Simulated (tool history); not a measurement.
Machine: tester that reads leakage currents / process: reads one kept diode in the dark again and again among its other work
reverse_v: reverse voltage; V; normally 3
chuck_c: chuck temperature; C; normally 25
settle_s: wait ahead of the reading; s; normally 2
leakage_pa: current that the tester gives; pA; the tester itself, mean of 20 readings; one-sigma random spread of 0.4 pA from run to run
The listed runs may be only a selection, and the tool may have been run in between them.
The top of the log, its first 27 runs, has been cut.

run    hour  reverse_v  chuck_c  settle_s  leakage_pa
 28    4564       1.69       25      0.42      106.23
     4649.3  -- probe card cleaned and baked
 29  4780.8        3.7       43         2      688.68
 30  4981.9       2.12       35      0.56      282.53
 31  5105.3       4.93       25      0.48      196.71
 32  5242.1       4.93       25      0.48      201.43
     5262.4  -- tester calibrated
     5323.3  -- chuck's temperature calibrated
 33  5377.5       4.93       23      0.48      144.61
 34  5590.2       4.93       23      0.48      148.75
 35  5755.6       3.42       23      1.44      123.79
 36  5886.9      18.99       50         2     2609.62

3 options for the next run, each taken on its own from the tool as it stands now. Forecast them:
  A  6065.8      11.27       35      3.79           ?
  B  6065.8       3.78       24      1.36           ?
  C  6065.8       7.39       50      8.08           ?

run  leakage_pa
  A      646.29
  B      146.71
  C     1616.86
The same runs, with their run-to-run variation unchanged, on a tool lacking any hidden condition would have given:
run  leakage_pa
  A      607.57
  B      137.05
  C     1533.03
